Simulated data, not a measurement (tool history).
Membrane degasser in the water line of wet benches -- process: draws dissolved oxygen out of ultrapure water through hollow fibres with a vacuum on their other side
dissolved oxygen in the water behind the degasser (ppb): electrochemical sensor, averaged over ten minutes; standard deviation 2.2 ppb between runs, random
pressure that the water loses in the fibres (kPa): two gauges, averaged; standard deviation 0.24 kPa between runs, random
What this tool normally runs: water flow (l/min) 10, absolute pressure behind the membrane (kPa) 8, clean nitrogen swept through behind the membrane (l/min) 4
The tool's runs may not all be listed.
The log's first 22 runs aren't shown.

run	hour	water flow (l/min)	absolute pressure behind the membrane (kPa)	clean nitrogen swept through behind the membrane (l/min)	hours since the membrane was changed	hours since the vacuum gauge was calibrated	hours since the vacuum lines were made tight	dissolved oxygen in the water behind the degasser (ppb)	pressure that the water loses in the fibres (kPa)
23	908.5	10	19.93	3.02	1490	1306	4387	319.3	64.52
24	952.1	10	19.93	3.02	1534	1349	4430	312.6	64.53
25	987.6	9	13.92	8.85	1569	1385	4466	169	58.25
26	1018.6	7	4.97	7.74	1600	1416	4497	71.9	45.09
27	1043.2	10	5.27	11.6	1625	1440	4521	195.2	64.73
28	1081.3	10	5.27	11.6	1663	1479	4559	193	64.58
29	1106.3	10	5.27	11.6	1688	1504	4584	194.8	64.85
30	1128.2	13	10.94	4	1710	1525	4606	402	83.76
31	1171	9	10.93	1.62	1753	1568	4649	237.2	58.4

What if the next run were any one of these 3? Each begins from the tool's condition after run 31:
# hour 1187.5: seals of the vacuum lines changed
A	1222.8	14	7.83	6.44	1802	1618	35	?	?
# hour 1187.5: seals of the vacuum lines changed
B	1222.8	10	17.81	4	1802	1618	35	?	?
# hour 1187.5: seals of the vacuum lines changed
C	1222.8	11	11.44	5.5	1802	1618	35	?	?

run	dissolved oxygen in the water behind the degasser (ppb)	pressure that the water loses in the fibres (kPa)
A	425.1	91.35
B	275.7	65.38
C	284.1	71.53
With no hidden state in the tool, these same runs would have given:
run	dissolved oxygen in the water behind the degasser (ppb)	pressure that the water loses in the fibres (kPa)
A	424.9	89.08
B	275.5	63.75
C	284	69.74

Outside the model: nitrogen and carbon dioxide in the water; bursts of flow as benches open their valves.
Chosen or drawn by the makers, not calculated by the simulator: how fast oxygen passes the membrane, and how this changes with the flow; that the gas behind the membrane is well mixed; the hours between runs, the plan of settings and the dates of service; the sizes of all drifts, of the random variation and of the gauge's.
